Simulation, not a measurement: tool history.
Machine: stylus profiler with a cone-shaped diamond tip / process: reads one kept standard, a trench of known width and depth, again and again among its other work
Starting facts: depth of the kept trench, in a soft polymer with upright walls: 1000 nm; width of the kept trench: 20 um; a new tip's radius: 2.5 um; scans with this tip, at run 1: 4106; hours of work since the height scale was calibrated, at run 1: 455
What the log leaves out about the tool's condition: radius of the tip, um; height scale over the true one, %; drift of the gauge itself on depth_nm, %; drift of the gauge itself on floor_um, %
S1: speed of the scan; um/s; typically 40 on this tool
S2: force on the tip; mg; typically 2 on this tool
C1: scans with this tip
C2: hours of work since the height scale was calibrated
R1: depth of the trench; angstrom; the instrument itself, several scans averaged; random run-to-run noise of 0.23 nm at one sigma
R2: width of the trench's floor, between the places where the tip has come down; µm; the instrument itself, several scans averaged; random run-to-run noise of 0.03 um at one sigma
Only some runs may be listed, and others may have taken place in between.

Run 1, hour 0: usual settings; C1 4106; C2 455. Result: R1 10124.9 angstrom, R2 15.09 µm.
Run 2, hour 21.7: usual settings; C1 4202; C2 466. Result: R1 10125.4 angstrom, R2 15.01 µm.
Run 3, hour 48.6: usual settings but S2 1.53 mg; C1 4320; C2 479. Result: R1 10099.5 angstrom, R2 14.99 µm.
Run 4, hour 63.6: usual settings but S2 1.53 mg; C1 4386; C2 486. Result: R1 10101.8 angstrom, R2 15.01 µm.
Run 5, hour 85.2: usual settings but S2 1.7 mg; C1 4482; C2 497. Result: R1 10111.3 angstrom, R2 15.01 µm.
Run 6, hour 98.1: usual settings but S1 42 um/s; C1 4538; C2 503. Result: R1 10119.1 angstrom, R2 14.96 µm.
Run 7, hour 109.6: usual settings but S2 2.33 mg; C1 4589; C2 509. Result: R1 10135.4 angstrom, R2 15.05 µm.
Run 8, hour 123.2: usual settings but S2 1.49 mg; C1 4649; C2 516. Result: R1 10098.5 angstrom, R2 14.95 µm.
Run 9, hour 135.1: usual settings but S2 1.49 mg; C1 4702; C2 522. Result: R1 10099.9 angstrom, R2 14.98 µm.
Run 10, hour 159.8: usual settings but S2 1.49 mg; C1 4811; C2 534. Result: R1 10099.6 angstrom, R2 14.95 µm.
Run 11, hour 182.7: usual settings but S2 5.94 mg; C1 4912; C2 545. Result: R1 10264 angstrom, R2 15.11 µm.
Run 12, hour 194.6: usual settings but S2 2.01 mg; C1 4965; C2 551. Result: R1 10121.2 angstrom, R2 15.02 µm.
Run 13, hour 221.3: usual settings but S2 0.9 mg; C1 5082; C2 564. Result: R1 10065.4 angstrom, R2 14.78 µm.
Run 14, hour 237.8: usual settings but S2 3.44 mg; C1 5155; C2 572. Result: R1 10184.2 angstrom, R2 14.98 µm.
Run 15, hour 254.4: usual settings but S1 31 um/s; C1 5229; C2 580. Result: R1 10121.8 angstrom, R2 14.96 µm.
Run 16, hour 268.4: usual settings but S1 31 um/s; C1 5290; C2 587. Result: R1 10117.8 angstrom, R2 14.98 µm.
Run 17, hour 295: usual settings but S2 5.61 mg; C1 5408; C2 600. Result: R1 10254.3 angstrom, R2 14.97 µm.
Run 18, hour 314.8: usual settings; C1 5495; C2 609. Result: R1 10121.8 angstrom, R2 14.87 µm.
Run 19, hour 336.7: usual settings; C1 5592; C2 620. Result: R1 10115.7 angstrom, R2 14.83 µm.
Run 20, hour 354.6: usual settings; C1 5671; C2 629. Result: R1 10120.6 angstrom, R2 14.81 µm.
Run 21, hour 379.7: usual settings but S1 65 um/s; C1 5781; C2 641. Result: R1 10118.3 angstrom, R2 14.65 µm.
Run 22, hour 392.9: usual settings but S2 1.52 mg; C1 5840; C2 648. Result: R1 10093.5 angstrom, R2 14.76 µm.
Run 23, hour 413.9: usual settings but S2 1.52 mg; C1 5932; C2 658. Result: R1 10098.1 angstrom, R2 14.81 µm.
Run 24, hour 430: usual settings but S1 28 um/s, S2 1.01 mg; C1 6004; C2 666. Result: R1 10068.5 angstrom, R2 14.78 µm.
Run 25, hour 454.1: usual settings but S1 36 um/s, S2 5.12 mg; C1 6110; C2 678. Result: R1 10233.7 angstrom, R2 14.93 µm.
Run 26, hour 479.1: usual settings but S1 10 um/s, S2 3.26 mg; C1 6220; C2 690. Result: R1 10167.8 angstrom, R2 14.92 µm.
Run 27, hour 492.7: usual settings but S1 39 um/s, S2 1.59 mg; C1 6280; C2 697. Result: R1 10097.5 angstrom, R2 14.76 µm.
Run 28, hour 513.3: usual settings but S1 75 um/s, S2 1.38 mg; C1 6371; C2 707. Result: R1 10090.6 angstrom, R2 14.41 µm.
Run 29, hour 539.1: usual settings but S1 46 um/s, S2 1.04 mg; C1 6485; C2 719. Result: R1 10069.8 angstrom, R2 14.63 µm.
At hour 541.3: height scale calibrated on a step standard.
Run 30, hour 566: usual settings but S1 46 um/s, S2 1.04 mg; C1 6601; C2 12. Result: R1 10054.2 angstrom, R2 14.54 µm.
Run 31, hour 591.8: usual settings but S1 150 um/s, S2 1.57 mg; C1 6715; C2 25. Result: R1 10084.1 angstrom, R2 13.86 µm.
Run 32, hour 604.5: usual settings but S2 5.74 mg; C1 6772; C2 31. Result: R1 10239.5 angstrom, R2 14.79 µm.
At hour 612.8: height scale calibrated on a step standard, once more.
Run 33, hour 623: usual settings but S2 5.74 mg; C1 6851; C2 5. Result: R1 10277.1 angstrom, R2 14.74 µm.
Run 34, hour 639.4: usual settings but S2 5.74 mg; C1 6923; C2 13. Result: R1 10275.9 angstrom, R2 14.75 µm.
Run 35, hour 653: usual settings but S1 75 um/s, S2 3.64 mg; C1 6983; C2 20. Result: R1 10200.7 angstrom, R2 14.56 µm.
Run 36, hour 677.4: usual settings but S1 33 um/s, S2 2.79 mg; C1 7091; C2 32. Result: R1 10168.5 angstrom, R2 14.68 µm.
Run 37, hour 696.5: usual settings but S1 33 um/s, S2 2.79 mg; C1 7175; C2 41. Result: R1 10167 angstrom, R2 14.66 µm.
Run 38, hour 716: usual settings but S1 24 um/s, S2 4.09 mg; C1 7261; C2 50. Result: R1 10218.3 angstrom, R2 14.78 µm.
Run 39, hour 739.7: usual settings but S1 24 um/s, S2 4.09 mg; C1 7366; C2 62. Result: R1 10216.7 angstrom, R2 14.74 µm.
Run 40, hour 766: usual settings but S1 51 um/s, S2 1.85 mg; C1 7482; C2 75. Result: R1 10123.5 angstrom, R2 14.51 µm.
Run 41, hour 792.5: usual settings but S1 12 um/s, S2 4.73 mg; C1 7599; C2 88. Result: R1 10239.2 angstrom, R2 14.77 µm.
Run 42, hour 804.7: usual settings but S1 15 um/s, S2 3.61 mg; C1 7653; C2 94. Result: R1 10198.5 angstrom, R2 14.67 µm.
Run 43, hour 816.6: usual settings but S1 116 um/s, S2 3.61 mg; C1 7705; C2 100. Result: R1 10200.5 angstrom, R2 14.29 µm.
Run 44, hour 833.2: usual settings but S1 10 um/s, S2 2.36 mg; C1 7779; C2 108. Result: R1 10149.6 angstrom, R2 14.75 µm.
Run 45, hour 858.7: usual settings but S1 136 um/s, S2 1.02 mg; C1 7891; C2 120. Result: R1 10081.9 angstrom, R2 13.55 µm.
Run 46, hour 884.3: usual settings but S1 136 um/s, S2 1.02 mg; C1 8004; C2 133. Result: R1 10084.2 angstrom, R2 13.51 µm.

Consider 4 possible next runs. They are alternatives, not a sequence: every one starts from the tool as it was left by run 46. What does each give?
Run A, hour 911: usual settings but S1 159 um/s, S2 1.6 mg; C1 8122; C2 146. Result: R1 ?, R2 ?.
Run B, hour 911: usual settings but S1 44 um/s, S2 1.41 mg; C1 8122; C2 146. Result: R1 ?, R2 ?.
Run C, hour 911: usual settings but S1 18 um/s, S2 5.12 mg; C1 8122; C2 146. Result: R1 ?, R2 ?.
Run D, hour 911: usual settings but S1 125 um/s, S2 3.84 mg; C1 8122; C2 146. Result: R1 ?, R2 ?.

run       R1     R2
  A  10106.2  13.61
  B  10104.7  14.41
  C  10251.8  14.65
  D    10209  14.11
Without the tool's hidden state the same runs would have given:
run       R1     R2
  A  10111.6  14.85
  B  10110.1  15.65
  C  10257.3  15.89
  D  10214.5  15.36
